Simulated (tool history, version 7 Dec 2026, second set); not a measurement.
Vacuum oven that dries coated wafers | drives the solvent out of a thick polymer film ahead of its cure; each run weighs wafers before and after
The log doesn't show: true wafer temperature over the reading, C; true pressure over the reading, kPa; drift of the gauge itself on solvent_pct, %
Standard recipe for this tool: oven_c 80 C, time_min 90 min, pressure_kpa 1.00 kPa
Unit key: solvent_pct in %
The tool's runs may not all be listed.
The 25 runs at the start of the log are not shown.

| run | hour | oven_c | time_min | pressure_kpa | hours of work since the thermocouples were calibrated | hours of work since the vacuum gauge was cleaned of residue | solvent_pct |
|---|---|---|---|---|---|---|---|
| 26 | 567.6 | 80 | 76 | 2.39 | 543 | 964 | 2.01 |
| 27 | 587.2 | 80 | 76 | 2.39 | 551 | 972 | 2.01 |
| 28 | 601.0 | 80 | 76 | 2.39 | 557 | 978 | 2.05 |
| 29 | 615.4 | 80 | 158 | 2.39 | 563 | 984 | 1.02 |
| 30 | 636.2 | 86 | 90 | 1.50 | 571 | 993 | 0.62 |
| 31 | 651.3 | 86 | 106 | 1.50 | 578 | 999 | 0.51 |
| 32 | 666.7 | 86 | 106 | 1.50 | 584 | 1006 | 0.60 |
| 33 | 693.0 | 86 | 106 | 1.50 | 595 | 1017 | 0.50 |
| 34 | 726.2 | 66 | 106 | 0.60 | 609 | 1030 | 5.36 |
| 35 | 756.4 | 80 | 91 | 3.40 | 622 | 1043 | 1.83 |

Forecast each of these 4 alternatives for the next run:
| A | 784.8 | 68 | 118 | 1.00 | 633 | 1055 | ? |
| B | 784.8 | 80 | 90 | 0.56 | 633 | 1055 | ? |
| C | 784.8 | 78 | 56 | 1.78 | 633 | 1055 | ? |
| D | 784.8 | 74 | 96 | 1.71 | 633 | 1055 | ? |

| run | solvent_pct |
|---|---|
| A | 3.80 |
| B | 0.92 |
| C | 3.78 |
| D | 2.59 |
Take away the tool's hidden state, keep each run's random variation, and the runs would have read:
| run | solvent_pct |
|---|---|
| A | 4.34 |
| B | 1.11 |
| C | 4.30 |
| D | 3.00 |

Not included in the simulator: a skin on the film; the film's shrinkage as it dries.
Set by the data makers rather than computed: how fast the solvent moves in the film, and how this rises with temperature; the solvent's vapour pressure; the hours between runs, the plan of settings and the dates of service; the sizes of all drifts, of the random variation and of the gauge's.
